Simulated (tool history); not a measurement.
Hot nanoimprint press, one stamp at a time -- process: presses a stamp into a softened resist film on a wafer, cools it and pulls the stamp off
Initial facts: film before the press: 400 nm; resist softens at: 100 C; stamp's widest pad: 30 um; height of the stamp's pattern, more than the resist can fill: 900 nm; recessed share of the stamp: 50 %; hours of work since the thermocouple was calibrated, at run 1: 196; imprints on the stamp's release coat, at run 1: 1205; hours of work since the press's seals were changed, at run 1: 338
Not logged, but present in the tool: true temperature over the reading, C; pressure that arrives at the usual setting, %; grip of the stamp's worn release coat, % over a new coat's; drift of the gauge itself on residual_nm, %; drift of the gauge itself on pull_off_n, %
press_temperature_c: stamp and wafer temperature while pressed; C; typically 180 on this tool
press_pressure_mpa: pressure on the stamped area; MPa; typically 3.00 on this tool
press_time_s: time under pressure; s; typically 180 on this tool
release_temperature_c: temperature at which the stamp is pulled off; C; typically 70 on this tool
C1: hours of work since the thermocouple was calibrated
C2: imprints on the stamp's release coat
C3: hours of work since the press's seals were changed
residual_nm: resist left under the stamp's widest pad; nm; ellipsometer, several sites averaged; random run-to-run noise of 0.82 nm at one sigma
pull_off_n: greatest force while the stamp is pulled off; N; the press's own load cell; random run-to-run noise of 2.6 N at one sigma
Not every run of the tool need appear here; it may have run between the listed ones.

Run 1, hour 0.0: usual settings; C1 196; C2 1205; C3 338. Result: residual_nm 243.4 nm, pull_off_n 129 N.
Run 2, hour 9.5: usual settings; C1 203; C2 1252; C3 346. Result: residual_nm 243.5 nm, pull_off_n 132 N.
Run 3, hour 18.7: usual settings but release_temperature_c 78 C; C1 210; C2 1297; C3 353. Result: residual_nm 241.1 nm, pull_off_n 122 N.
Run 4, hour 24.3: usual settings but release_temperature_c 78 C; C1 215; C2 1324; C3 358. Result: residual_nm 243.3 nm, pull_off_n 125 N.
Run 5, hour 34.2: usual settings but release_temperature_c 68 C; C1 223; C2 1373; C3 365. Result: residual_nm 243.3 nm, pull_off_n 142 N.
Run 6, hour 42.6: usual settings but press_temperature_c 192 C; C1 229; C2 1414; C3 372. Result: residual_nm 163.9 nm, pull_off_n 139 N.
Run 7, hour 51.9: usual settings but press_temperature_c 192 C; C1 237; C2 1460; C3 380. Result: residual_nm 162.0 nm, pull_off_n 137 N.
At hour 55.6: plate thermocouple calibrated.
Run 8, hour 60.4: usual settings; C1 4; C2 1487; C3 384. Result: residual_nm 245.8 nm, pull_off_n 142 N.
Run 9, hour 65.7: usual settings but release_temperature_c 61 C; C1 8; C2 1513; C3 388. Result: residual_nm 245.0 nm, pull_off_n 156 N.
At hour 78.5: stamp cleaned and given a new release coat.
Run 10, hour 82.8: usual settings but release_temperature_c 61 C; C1 17; C2 21; C3 397. Result: residual_nm 245.9 nm, pull_off_n 138 N.
Run 11, hour 89.6: usual settings but release_temperature_c 61 C; C1 22; C2 55; C3 402. Result: residual_nm 246.0 nm, pull_off_n 136 N.
Run 12, hour 94.9: usual settings but press_time_s 108 s; C1 26; C2 81; C3 407. Result: residual_nm 283.3 nm, pull_off_n 120 N.
Run 13, hour 103.7: usual settings but press_time_s 108 s; C1 33; C2 124; C3 414. Result: residual_nm 282.8 nm, pull_off_n 125 N.
At hour 107.6: plate thermocouple calibrated, once more.
Run 14, hour 113.8: usual settings but press_pressure_mpa 2.04 MPa; C1 5; C2 159; C3 419. Result: residual_nm 270.4 nm, pull_off_n 123 N.
Run 15, hour 121.8: usual settings but press_pressure_mpa 2.24 MPa, press_time_s 152 s; C1 11; C2 198; C3 426. Result: residual_nm 276.5 nm, pull_off_n 119 N.

What does the tool deliver on the next run?
Run 16, hour 127.8: usual settings but press_pressure_mpa 2.24 MPa, press_time_s 152 s; C1 16; C2 227; C3 430. Result: residual_nm ?, pull_off_n ?.

residual_nm: 275.7 nm
pull_off_n: 118 N
With the hidden condition absent and the run-to-run variation left alone, this run would have shown residual_nm 275.1 nm, pull_off_n 116 N.

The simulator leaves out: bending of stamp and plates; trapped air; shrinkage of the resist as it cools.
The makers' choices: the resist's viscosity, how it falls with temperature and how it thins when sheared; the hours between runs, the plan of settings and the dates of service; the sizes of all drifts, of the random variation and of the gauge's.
